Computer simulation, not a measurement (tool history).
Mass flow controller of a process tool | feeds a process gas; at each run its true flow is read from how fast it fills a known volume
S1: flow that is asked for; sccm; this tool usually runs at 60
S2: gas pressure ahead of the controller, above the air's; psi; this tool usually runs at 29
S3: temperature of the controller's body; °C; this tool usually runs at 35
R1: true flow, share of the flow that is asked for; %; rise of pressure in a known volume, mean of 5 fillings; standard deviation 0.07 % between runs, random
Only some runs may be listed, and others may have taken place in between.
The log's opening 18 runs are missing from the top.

run	day	S1	S2	S3	R1
# day 112.058: controller exchanged for a calibrated one
19	117.546	113	21.5	28	99.5
20	123.958	20	29	35	98.25
21	128.671	20	29	35	98.19
22	132.3	20	29	35	98.27
23	137.679	60	31.5	30	98.81
24	143.538	25	29.4	30	98.85
25	147.779	124	29	22	100.06
26	154.317	95	29	25	99.62
27	160.075	95	29	25	99.57
28	166.108	62	37	35	98.26
29	170.454	62	37	35	98.18
30	178.604	62	37	35	98.14
31	187.312	48	29	27	99.24
32	194.546	48	29	27	99.2
33	203.2	48	29	27	99.21
34	207.529	127	29	34	98.79

5 options for the next run, each taken on its own from the tool as it stands now. Forecast them:
A	212.967	72	29	25	?
B	212.967	51	37.6	26	?
C	212.967	60	26.1	35	?
D	212.967	127	29	25	?
E	212.967	127	29	30	?

run	R1
A	99.4
B	99.08
C	98.42
D	99.74
E	99.11
Without the tool's unlogged condition, the same runs would have read:
run	R1
A	99.4
B	99.09
C	98.43
D	99.74
E	99.11

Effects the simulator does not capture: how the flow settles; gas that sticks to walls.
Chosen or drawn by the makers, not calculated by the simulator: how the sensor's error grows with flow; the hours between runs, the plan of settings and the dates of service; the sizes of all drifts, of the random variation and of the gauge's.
